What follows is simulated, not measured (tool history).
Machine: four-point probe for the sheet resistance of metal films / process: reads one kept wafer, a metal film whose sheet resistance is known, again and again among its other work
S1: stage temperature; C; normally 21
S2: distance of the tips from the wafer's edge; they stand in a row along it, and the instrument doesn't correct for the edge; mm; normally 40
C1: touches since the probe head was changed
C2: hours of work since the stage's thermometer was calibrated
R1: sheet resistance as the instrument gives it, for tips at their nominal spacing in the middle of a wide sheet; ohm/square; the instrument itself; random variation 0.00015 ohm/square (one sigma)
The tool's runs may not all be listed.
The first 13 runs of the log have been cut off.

At hour 537.1: stage's thermometer calibrated.
Run 14, hour 544.5: usual settings; C1 43751; C2 5. Result: R1 0.737074 ohm/square.
Run 15, hour 585.2: usual settings; C1 45516; C2 34. Result: R1 0.736672 ohm/square.
Run 16, hour 607.9: usual settings but S2 54 mm; C1 46498; C2 50. Result: R1 0.736835 ohm/square.
Run 17, hour 652.2: usual settings but S2 54 mm; C1 48417; C2 82. Result: R1 0.736660 ohm/square.
Run 18, hour 684.9: usual settings but S2 54 mm; C1 49833; C2 105. Result: R1 0.736907 ohm/square.
Run 19, hour 710.7: usual settings but S2 54 mm; C1 50954; C2 124. Result: R1 0.736615 ohm/square.
Run 20, hour 765.1: usual settings but S1 23 C; C1 53309; C2 163. Result: R1 0.736312 ohm/square.
Run 21, hour 816.1: usual settings; C1 55517; C2 199. Result: R1 0.737071 ohm/square.
Run 22, hour 841.0: usual settings; C1 56596; C2 217. Result: R1 0.737293 ohm/square.
Run 23, hour 868.3: usual settings; C1 57778; C2 236. Result: R1 0.737254 ohm/square.
Run 24, hour 904.7: usual settings; C1 59355; C2 262. Result: R1 0.737222 ohm/square.
Run 25, hour 947.1: usual settings but S1 23 C, S2 3 mm; C1 61192; C2 292. Result: R1 0.777810 ohm/square.
Run 26, hour 999.9: usual settings but S1 23 C, S2 3 mm; C1 63480; C2 330. Result: R1 0.778290 ohm/square.
Run 27, hour 1029.9: usual settings but S1 23 C, S2 3 mm; C1 64776; C2 351. Result: R1 0.778552 ohm/square.
Run 28, hour 1081.7: usual settings but S1 24 C, S2 6 mm; C1 67023; C2 388. Result: R1 0.747535 ohm/square.
Run 29, hour 1118.5: usual settings but S1 24 C, S2 24 mm; C1 68614; C2 414. Result: R1 0.737293 ohm/square.
Run 30, hour 1148.6: usual settings but S1 34 C, S2 18 mm; C1 69917; C2 436. Result: R1 0.736458 ohm/square.
Run 31, hour 1184.4: usual settings but S1 31 C, S2 17 mm; C1 71471; C2 461. Result: R1 0.736975 ohm/square.
Run 32, hour 1223.3: usual settings but S1 22 C, S2 72 mm; C1 73154; C2 489. Result: R1 0.737372 ohm/square.
Run 33, hour 1269.2: usual settings but S2 3 mm; C1 75144; C2 522. Result: R1 0.779062 ohm/square.
Run 34, hour 1320.4: usual settings but S2 3 mm; C1 77360; C2 558. Result: R1 0.779180 ohm/square.
Run 35, hour 1346.5: usual settings but S2 3 mm; C1 78490; C2 577. Result: R1 0.779550 ohm/square.
Run 36, hour 1396.7: usual settings but S1 22 C, S2 4 mm; C1 80664; C2 613. Result: R1 0.761565 ohm/square.

Run 37 is up next; what results do you expect?
Run 37, hour 1419.1: usual settings but S1 22 C, S2 4 mm; C1 81638; C2 629. Result: R1 ?.

R1: 0.761680 ohm/square
With the hidden condition absent and the run-to-run variation left alone, this run would have shown R1 0.758377 ohm/square.
